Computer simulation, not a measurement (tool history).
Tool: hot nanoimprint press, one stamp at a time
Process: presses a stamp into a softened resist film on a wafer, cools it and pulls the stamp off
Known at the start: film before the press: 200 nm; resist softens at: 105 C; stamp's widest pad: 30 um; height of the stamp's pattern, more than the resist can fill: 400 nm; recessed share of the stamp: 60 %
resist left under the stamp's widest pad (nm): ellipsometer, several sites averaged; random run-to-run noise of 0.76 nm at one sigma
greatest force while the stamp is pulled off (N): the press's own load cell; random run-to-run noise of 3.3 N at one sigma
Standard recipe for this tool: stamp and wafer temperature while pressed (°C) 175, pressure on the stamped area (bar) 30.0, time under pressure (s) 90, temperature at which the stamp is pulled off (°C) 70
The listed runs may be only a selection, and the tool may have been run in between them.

run   hour  stamp and wafer temperature while pressed (°C)  pressure on the stamped area (bar)  time under pressure (s)  temperature at which the stamp is pulled off (°C)  resist left under the stamp's widest pad (nm)  greatest force while the stamp is pulled off (N)
  1    0.0                                             175                                30.0                       90                                                 70                                          100.5                                               164
  2    7.3                                             175                                30.0                       90                                                 70                                          101.9                                               153
  3   17.3                                             175                                30.0                       90                                                 70                                          102.1                                               163
  4   21.9                                             175                                30.0                       47                                                 70                                          126.3                                               156
  5   30.7                                             175                                30.0                       47                                                 70                                          125.8                                               162
  6   35.0                                             175                                45.2                       47                                                 70                                          108.0                                               159
      44.4  -- stamp cleaned and given a new release coat
  7   48.6                                             175                                30.0                       90                                                 70                                          103.0                                               158
  8   54.2                                             175                                37.2                       90                                                 70                                           92.3                                               164
  9   58.4                                             175                                30.0                       90                                                 69                                          101.8                                               160
 10   67.6                                             163                                30.0                       90                                                 70                                          161.7                                               157
 11   76.0                                             163                                30.0                       90                                                 70                                          163.4                                               162
 12   83.7                                             182                                30.0                       90                                                 70                                           73.4                                               159
 13   91.4                                             182                                30.0                       90                                                 70                                           72.8                                               162
 14   96.1                                             182                                30.0                       90                                                 70                                           72.3                                               156
 15  100.2                                             175                                30.0                       90                                                 70                                          102.5                                               164
 16  106.9                                             186                                30.0                       90                                                 70                                           60.0                                               159
 17  114.1                                             175                                25.3                       90                                                 78                                          110.6                                               124
     120.0  -- plate thermocouple calibrated
 18  123.6                                             175                                25.3                       90                                                 78                                          110.1                                               122
 19  133.3                                             175                                25.3                       90                                                 78                                          108.8                                               118
 20  139.2                                             175                                43.1                      119                                                 75                                           78.6                                               134
 21  144.5                                             175                                30.0                       94                                                 70                                          101.8                                               161
 22  152.0                                             175                                30.0                       94                                                 70                                           99.8                                               157
 23  160.2                                             175                                30.0                       94                                                 60                                          100.0                                               208
 24  168.2                                             178                                30.0                      159                                                 60                                           71.9                                               209
 25  176.2                                             176                                26.5                       75                                                 70                                          107.7                                               155
 26  186.2                                             175                                30.0                       59                                                 70                                          117.0                                               156
 27  192.0                                             175                                30.0                       59                                                 70                                          117.7                                               159
 28  199.9                                             175                                23.2                      159                                                 71                                           92.4                                               153
 29  208.0                                             175                                23.2                      159                                                 71                                           93.8                                               154

Branching from run 29: 5 alternative next runs. What would each branch give?
  A  214.5                                             175                                21.4                       93                                                 59                                              ?                                                 ?
  B  214.5                                             178                                46.2                      149                                                 70                                              ?                                                 ?
  C  214.5                                             175                                30.0                       98                                                 70                                              ?                                                 ?
  D  214.5                                             181                                25.5                       56                                                 70                                              ?                                                 ?
  E  214.5                                             169                                23.2                       96                                                 71                                              ?                                                 ?

run  resist left under the stamp's widest pad (nm)  greatest force while the stamp is pulled off (N)
  A                                          116.2                                               216
  B                                           59.7                                               163
  C                                           99.8                                               164
  D                                           99.7                                               159
  E                                          140.8                                               150
Had the tool no hidden state, the same runs would have come out as:
run  resist left under the stamp's widest pad (nm)  greatest force while the stamp is pulled off (N)
  A                                          116.2                                               215
  B                                           59.6                                               162
  C                                           99.8                                               164
  D                                           99.7                                               158
  E                                          140.8                                               150
